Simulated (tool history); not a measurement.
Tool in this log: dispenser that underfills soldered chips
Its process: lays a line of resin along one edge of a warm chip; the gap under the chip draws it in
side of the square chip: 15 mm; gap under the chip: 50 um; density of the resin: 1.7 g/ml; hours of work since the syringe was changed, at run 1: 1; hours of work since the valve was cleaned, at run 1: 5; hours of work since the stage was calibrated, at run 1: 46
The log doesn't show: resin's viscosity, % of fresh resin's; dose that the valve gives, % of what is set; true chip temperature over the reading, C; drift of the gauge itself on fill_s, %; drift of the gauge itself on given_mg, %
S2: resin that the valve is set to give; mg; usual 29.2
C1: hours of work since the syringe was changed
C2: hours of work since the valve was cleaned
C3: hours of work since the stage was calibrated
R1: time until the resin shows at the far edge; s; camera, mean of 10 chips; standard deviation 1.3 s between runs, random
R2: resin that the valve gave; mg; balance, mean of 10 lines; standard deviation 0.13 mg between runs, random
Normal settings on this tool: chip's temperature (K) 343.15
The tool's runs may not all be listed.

Run 1, hour 0: usual settings; C1 1; C2 5; C3 46. Result: R1 136.4 s, R2 29.03 mg.
Run 2, hour 8.6: usual settings; C1 6; C2 10; C3 51. Result: R1 168.6 s, R2 29.02 mg.
At hour 12.2: new syringe of resin.
Run 3, hour 16.4: usual settings but S2 32.5 mg; C1 2; C2 15; C3 55. Result: R1 143.4 s, R2 32.15 mg.
Run 4, hour 23.2: usual settings but S2 32.5 mg; C1 7; C2 19; C3 59. Result: R1 166.9 s, R2 32.54 mg.
At hour 26.7: new syringe of resin.
Run 5, hour 36.5: usual settings but S2 32.5 mg; C1 6; C2 27; C3 67. Result: R1 162.7 s, R2 31.89 mg.
At hour 40.7: new syringe of resin.
Run 6, hour 47.9: usual settings but S2 32.5 mg; C1 4; C2 33; C3 74. Result: R1 151.7 s, R2 32.02 mg.
At hour 54.9: new syringe of resin.
Run 7, hour 59.9: usual settings but S2 32.5 mg; C1 3; C2 40; C3 81. Result: R1 141.5 s, R2 31.74 mg.
At hour 69.6: new syringe of resin.
Run 8, hour 75: usual settings but S2 26 mg; C1 3; C2 49; C3 90. Result: R1 150.4 s, R2 25.47 mg.
At hour 83.9: new syringe of resin.
Run 9, hour 89.7: usual settings but S2 26.1 mg; C1 4; C2 58; C3 98. Result: R1 154.6 s, R2 25.28 mg.
At hour 97.9: new syringe of resin.
Run 10, hour 101.1: usual settings; C1 2; C2 65; C3 105. Result: R1 138.3 s, R2 28.26 mg.
Run 11, hour 109.6: usual settings; C1 7; C2 70; C3 110. Result: R1 170 s, R2 28.11 mg.
At hour 111.7: new syringe of resin.
Run 12, hour 118.5: usual settings; C1 4; C2 75; C3 115. Result: R1 153.6 s, R2 28.19 mg.
At hour 125.6: new syringe of resin.
Run 13, hour 125.6: usual settings; C1 0; C2 79; C3 120. Result: R1 125.9 s, R2 27.99 mg.
Run 14, hour 137.6: usual settings; C1 7; C2 86; C3 127. Result: R1 171.4 s, R2 27.82 mg.
At hour 139.7: new syringe of resin.
Run 15, hour 150.8: usual settings; C1 7; C2 94; C3 135. Result: R1 167 s, R2 27.95 mg.
At hour 154.3: new syringe of resin.
Run 16, hour 158.8: usual settings; C1 3; C2 99; C3 139. Result: R1 138.6 s, R2 27.87 mg.
Run 17, hour 166: usual settings but chip's temperature (K) 340.15, S2 25.8 mg; C1 7; C2 103; C3 143. Result: R1 204.1 s, R2 24.25 mg.
At hour 168.5: new syringe of resin.
Run 18, hour 181.2: usual settings but chip's temperature (K) 340.15, S2 25.8 mg; C1 8; C2 112; C3 152. Result: R1 213.8 s, R2 24.19 mg.
At hour 182.3: new syringe of resin.
Run 19, hour 194: usual settings but chip's temperature (K) 340.15, S2 25.8 mg; C1 7; C2 119; C3 160. Result: R1 208.2 s, R2 24.2 mg.
At hour 196: new syringe of resin.
Run 20, hour 205.5: usual settings but S2 27.3 mg; C1 6; C2 126; C3 167. Result: R1 161.2 s, R2 25.31 mg.
At hour 210.4: new syringe of resin.
Run 21, hour 213.7: usual settings but chip's temperature (K) 346.15, S2 27.3 mg; C1 2; C2 131; C3 171. Result: R1 118.3 s, R2 25.39 mg.
At hour 224.5: new syringe of resin.
Run 22, hour 225.3: usual settings but chip's temperature (K) 346.15, S2 27.3 mg; C1 1; C2 138; C3 178. Result: R1 109.8 s, R2 25.36 mg.
At hour 229.3: dispensing valve cleaned and set on the balance.
At hour 239.9: new syringe of resin.
Run 23, hour 239.9: usual settings but chip's temperature (K) 336.15, S2 35.1 mg; C1 0; C2 6; C3 186. Result: R1 179.5 s, R2 35.18 mg.
Run 24, hour 251.6: usual settings but chip's temperature (K) 351.15, S2 25.6 mg; C1 7; C2 13; C3 193. Result: R1 113.3 s, R2 25.39 mg.
At hour 254: new syringe of resin.
Run 25, hour 264.2: usual settings but chip's temperature (K) 351.15, S2 25.6 mg; C1 6; C2 21; C3 201. Result: R1 106.9 s, R2 25.21 mg.
At hour 268: new syringe of resin.
Run 26, hour 278.1: usual settings but chip's temperature (K) 351.15, S2 25.6 mg; C1 6; C2 29; C3 209. Result: R1 108.4 s, R2 25.05 mg.

Table of differences, measured result less the result of that run with no hidden state. Run-to-run variation is the same in both. Gauge scatter possibly is not:
run     R1     R2
  1   +8.4  -0.03
  2  +41.9  -0.12
  3    +15  -0.21
  4  +41.7   -0.3
  5  +37.3  -0.42
  6  +25.7  -0.55
  7  +18.1  -0.66
  8  +18.3  -0.66
  9  +21.5  -0.79
 10   +9.8  -0.97
 11  +43.4  -1.06
 12  +21.7  -1.13
 13   -1.3  -1.19
 14  +44.6  -1.31
 15  +39.9  -1.43
 16  +12.4   -1.5
 17  +50.7  -1.38
 18  +60.7  -1.51
 19  +53.1  -1.64
 20  +31.5  -1.81
 21     +7  -1.89
 22   +0.3  -1.99
 23     -4  -0.07
 24  +28.1  -0.16
 25    +21  -0.26
 26  +20.4  -0.36
